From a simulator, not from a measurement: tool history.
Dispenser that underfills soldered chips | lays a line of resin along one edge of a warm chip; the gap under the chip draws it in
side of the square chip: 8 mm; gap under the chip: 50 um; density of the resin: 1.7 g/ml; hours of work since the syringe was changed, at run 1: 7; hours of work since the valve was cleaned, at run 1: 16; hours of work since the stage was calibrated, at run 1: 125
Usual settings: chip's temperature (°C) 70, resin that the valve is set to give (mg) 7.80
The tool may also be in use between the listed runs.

run   hour  chip's temperature (°C)  resin that the valve is set to give (mg)  hours of work since the syringe was changed  hours of work since the valve was cleaned  hours of work since the stage was calibrated  time until the resin shows at the far edge (s)  resin that the valve gave (mg)
  1    0.0                       70                                      7.80                                            7                                         16                                           125                                            55.5                            7.68
       2.1  -- new syringe of resin
  2    4.0                       70                                      6.87                                            1                                         18                                           128                                            40.8                            6.75
  3    8.1                       70                                      6.87                                            4                                         21                                           130                                            47.5                            6.75
  4   13.6                       70                                      7.80                                            8                                         25                                           134                                            57.6                            7.68
      14.8  -- new syringe of resin
  5   16.8                       67                                      7.80                                            1                                         27                                           136                                            45.3                            7.62
  6   20.9                       67                                      7.80                                            4                                         30                                           139                                            51.6                            7.60
  7   25.8                       67                                      7.80                                            8                                         33                                           142                                            61.2                            7.59
      27.6  -- new syringe of resin
  8   31.7                       70                                      7.80                                            3                                         37                                           146                                            43.3                            7.56
  9   37.7                       70                                      9.58                                            7                                         41                                           150                                            52.3                            9.24
      40.0  -- dispensing valve cleaned and set on the balance
      41.3  -- new syringe of resin
 10   44.3                       70                                      9.58                                            2                                          3                                           154                                            39.8                            9.59
 11   50.2                       70                                      9.58                                            6                                          7                                           158                                            49.8                            9.54
      53.8  -- new syringe of resin
 12   54.1                       70                                      9.58                                            0                                          9                                           160                                            36.2                            9.52
 13   59.0                       70                                      9.58                                            4                                         13                                           164                                            43.8                            9.49
 14   61.9                       70                                      7.65                                            6                                         15                                           166                                            50.6                            7.58
      66.3  -- new syringe of resin
 15   67.5                       81                                      7.80                                            1                                         18                                           169                                            27.2                            7.67
 16   71.8                       63                                      7.80                                            4                                         21                                           172                                            56.7                            7.70
 17   76.6                       70                                      7.80                                            7                                         24                                           176                                            53.2                            7.68
      79.0  -- new syringe of resin
 18   81.9                       70                                      7.52                                            2                                         28                                           179                                            41.1                            7.34
 19   87.9                       70                                      7.52                                            6                                         32                                           183                                            52.0                            7.40
      91.6  -- new syringe of resin
 20   93.8                       75                                      6.69                                            2                                         36                                           187                                            36.4                            6.52
 21   98.5                       77                                      8.26                                            5                                         39                                           190                                            38.3                            8.05
     103.4  -- dispensing valve cleaned and set on the balance
 22  104.2                       77                                      8.26                                            8                                          1                                           194                                            45.7                            8.23
     105.3  -- new syringe of resin
 23  107.9                       66                                      7.89                                            2                                          3                                           196                                            45.7                            7.78
 24  113.7                       61                                      7.89                                            6                                          7                                           200                                            68.6                            7.79
     117.7  -- new syringe of resin
 25  119.1                       75                                      7.55                                            1                                         10                                           203                                            33.8                            7.58
 26  122.3                       83                                      9.92                                            3                                         13                                           206                                            28.9                            9.83
 27  126.3                       83                                      7.80                                            6                                         15                                           208                                            34.6                            7.72
 28  129.2                       70                                      7.81                                            8                                         17                                           210                                            57.6                            7.70
     130.3  -- new syringe of resin
 29  134.1                       58                                      7.25                                            3                                         20                                           214                                            64.9                            7.06
 30  139.6                       72                                      8.78                                            6                                         24                                           217                                            48.9                            8.67
     143.2  -- new syringe of resin
 31  143.9                       61                                      7.77                                            0                                         27                                           220                                            52.4                            7.57
 32  149.9                       61                                      7.77                                            5                                         31                                           224                                            64.2                            7.52
     155.7  -- new syringe of resin
 33  155.7                       79                                      7.40                                            0                                         35                                           228                                            28.4                            7.13
 34  159.9                       73                                      7.29                                            3                                         38                                           231                                            40.7                            7.08
 35  164.4                       67                                      9.55                                            6                                         41                                           234                                            55.2                            9.19
     166.9  -- dispensing valve cleaned and set on the balance
 36  168.5                       76                                      9.69                                            8                                          1                                           236                                            47.4                            9.79

How the hidden state differs across the entries between the runs, from the last listed run before each to the first after it:
Between runs 1 and 2: new syringe of resin (hour 2.1)
  resin's viscosity, % of fresh resin's: 148.1 -> 107.5; dose that the valve gives, % of what is set: 98.66 -> 98.46; true chip temperature over the reading, C: -0.84 -> -0.85
  measured less the result without the state, time until the resin shows at the far edge (s): +19.0 -> +4.1; resin that the valve gave (mg): -0.10 -> -0.10
Between runs 4 and 5: new syringe of resin (hour 14.8)
  resin's viscosity, % of fresh resin's: 152.9 -> 108.9; dose that the valve gives, % of what is set: 97.93 -> 97.75; true chip temperature over the reading, C: -0.9 -> -0.91
  measured less the result without the state, time until the resin shows at the far edge (s): +21.2 -> +5.1; resin that the valve gave (mg): -0.16 -> -0.17
Between runs 7 and 8: new syringe of resin (hour 27.6)
  resin's viscosity, % of fresh resin's: 151.4 -> 117.8; dose that the valve gives, % of what is set: 97.24 -> 96.91; true chip temperature over the reading, C: -0.96 -> -0.99
  measured less the result without the state, time until the resin shows at the far edge (s): +22.3 -> +7.9; resin that the valve gave (mg): -0.22 -> -0.24
Between runs 9 and 10: dispensing valve cleaned and set on the balance (hour 40.0); new syringe of resin (hour 41.3)
  resin's viscosity, % of fresh resin's: 147.2 -> 110.5; dose that the valve gives, % of what is set: 96.57 -> 99.97; true chip temperature over the reading, C: -1.02 -> -1.04
  measured less the result without the state, time until the resin shows at the far edge (s): +17.9 -> +5.0; resin that the valve gave (mg): -0.32 -> +0.00
Between runs 11 and 12: new syringe of resin (hour 53.8)
  resin's viscosity, % of fresh resin's: 137.5 -> 102.1; dose that the valve gives, % of what is set: 99.6 -> 99.38; true chip temperature over the reading, C: -1.07 -> -1.09
  measured less the result without the state, time until the resin shows at the far edge (s): +14.8 -> +2.0; resin that the valve gave (mg): -0.03 -> -0.06
Between runs 14 and 15: new syringe of resin (hour 66.3)
  resin's viscosity, % of fresh resin's: 136 -> 103.5; dose that the valve gives, % of what is set: 98.93 -> 98.65; true chip temperature over the reading, C: -1.13 -> -1.15
  measured less the result without the state, time until the resin shows at the far edge (s): +14.7 -> +1.9; resin that the valve gave (mg): -0.08 -> -0.10
Between runs 17 and 18: new syringe of resin (hour 79.0)
  resin's viscosity, % of fresh resin's: 144.4 -> 110.7; dose that the valve gives, % of what is set: 98.14 -> 97.85; true chip temperature over the reading, C: -1.19 -> -1.22
  measured less the result without the state, time until the resin shows at the far edge (s): +17.8 -> +5.6; resin that the valve gave (mg): -0.14 -> -0.16
Between runs 19 and 20: new syringe of resin (hour 91.6)
  resin's viscosity, % of fresh resin's: 138 -> 108; dose that the valve gives, % of what is set: 97.49 -> 97.15; true chip temperature over the reading, C: -1.25 -> -1.28
  measured less the result without the state, time until the resin shows at the far edge (s): +16.1 -> +4.3; resin that the valve gave (mg): -0.19 -> -0.19
Between runs 21 and 22: dispensing valve cleaned and set on the balance (hour 103.4)
  resin's viscosity, % of fresh resin's: 128.3 -> 152.7; dose that the valve gives, % of what is set: 96.88 -> 99.75; true chip temperature over the reading, C: -1.3 -> -1.32
  measured less the result without the state, time until the resin shows at the far edge (s): +9.7 -> +16.9; resin that the valve gave (mg): -0.26 -> -0.02
Between runs 22 and 23: new syringe of resin (hour 105.3)
  resin's viscosity, % of fresh resin's: 152.7 -> 109.1; dose that the valve gives, % of what is set: 99.75 -> 99.55; true chip temperature over the reading, C: -1.32 -> -1.34
  measured less the result without the state, time until the resin shows at the far edge (s): +16.9 -> +5.6; resin that the valve gave (mg): -0.02 -> -0.04
Between runs 24 and 25: new syringe of resin (hour 117.7)
  resin's viscosity, % of fresh resin's: 135.3 -> 104.5; dose that the valve gives, % of what is set: 99.21 -> 98.92; true chip temperature over the reading, C: -1.36 -> -1.39
  measured less the result without the state, time until the resin shows at the far edge (s): +20.2 -> +2.9; resin that the valve gave (mg): -0.06 -> -0.08
Between runs 28 and 29: new syringe of resin (hour 130.3)
  resin's viscosity, % of fresh resin's: 151.6 -> 116; dose that the valve gives, % of what is set: 98.32 -> 98.04; true chip temperature over the reading, C: -1.44 -> -1.46
  measured less the result without the state, time until the resin shows at the far edge (s): +21.5 -> +12.0; resin that the valve gave (mg): -0.13 -> -0.14
Between runs 30 and 31: new syringe of resin (hour 143.2)
  resin's viscosity, % of fresh resin's: 142.3 -> 102.2; dose that the valve gives, % of what is set: 97.73 -> 97.5; true chip temperature over the reading, C: -1.49 -> -1.51
  measured less the result without the state, time until the resin shows at the far edge (s): +16.3 -> +3.9; resin that the valve gave (mg): -0.21 -> -0.20
Between runs 32 and 33: new syringe of resin (hour 155.7)
  resin's viscosity, % of fresh resin's: 127.4 -> 99.9; dose that the valve gives, % of what is set: 97.17 -> 96.83; true chip temperature over the reading, C: -1.54 -> -1.56
  measured less the result without the state, time until the resin shows at the far edge (s): +16.7 -> +1.5; resin that the valve gave (mg): -0.22 -> -0.23
Between runs 35 and 36: dispensing valve cleaned and set on the balance (hour 166.9)
  resin's viscosity, % of fresh resin's: 137.2 -> 154.2; dose that the valve gives, % of what is set: 96.37 -> 100.35; true chip temperature over the reading, C: -1.6 -> -1.62
  measured less the result without the state, time until the resin shows at the far edge (s): +16.9 -> +18.1; resin that the valve gave (mg): -0.34 -> +0.04
